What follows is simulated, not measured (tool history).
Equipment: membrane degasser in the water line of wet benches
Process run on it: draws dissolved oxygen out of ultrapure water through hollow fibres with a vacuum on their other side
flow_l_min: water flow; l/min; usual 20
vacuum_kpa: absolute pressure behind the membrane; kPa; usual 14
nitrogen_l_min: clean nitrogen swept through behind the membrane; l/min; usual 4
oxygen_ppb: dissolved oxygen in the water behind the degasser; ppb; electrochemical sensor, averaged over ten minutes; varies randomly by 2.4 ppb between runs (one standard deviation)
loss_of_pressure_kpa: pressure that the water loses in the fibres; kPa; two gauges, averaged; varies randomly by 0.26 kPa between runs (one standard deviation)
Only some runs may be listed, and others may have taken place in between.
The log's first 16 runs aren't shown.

run	day	flow_l_min	vacuum_kpa	nitrogen_l_min	oxygen_ppb	loss_of_pressure_kpa
17	76.729	12	14	1.67	215.9	41.91
18	79.621	12	14	1.67	221	42.36
19	84.083	12	14	1.67	215.5	42.3
20	90.654	17	32.8	7.75	242.6	60.23
21	94.271	17	32.8	7.75	238.9	59.7
# day 94.85: vacuum gauge calibrated
22	97.462	19	32.8	7.75	284.8	67.37
23	102.088	19	22	7.75	222.4	66.72
24	107.654	14	22	5.57	166.3	49.78
25	113.408	14	22	5.57	169.6	49.56
26	118.179	14	13.8	2.23	215.3	49.5
27	122.817	21	14	10.35	192.9	74.73
28	125.933	21	14	10.35	194.5	74.68
29	130.996	20	12.4	4	235.6	70.96
# day 133.575: vacuum gauge calibrated, once more
30	134.629	13	14	4.01	127.4	46.56
31	139.562	13	14	4.01	126.6	46.01
32	143.058	16	14	9.49	116.6	57.13

Consider 4 possible next runs. They are alternatives, not a sequence: every one starts from the tool as it was left by run 32. What does each give?
A	147.388	16	14	6.65	?	?
B	147.388	15	18	4	?	?
C	147.388	20	14	8.96	?	?
D	147.388	19	14	5.33	?	?

run	oxygen_ppb	loss_of_pressure_kpa
A	136.5	56.96
B	197.9	53.19
C	185.3	70.55
D	204.3	67.93
Take away the tool's hidden state, keep each run's random variation, and the runs would have read:
run	oxygen_ppb	loss_of_pressure_kpa
A	125.8	55.3
B	186.8	51.65
C	169.6	68.49
D	189.6	65.95
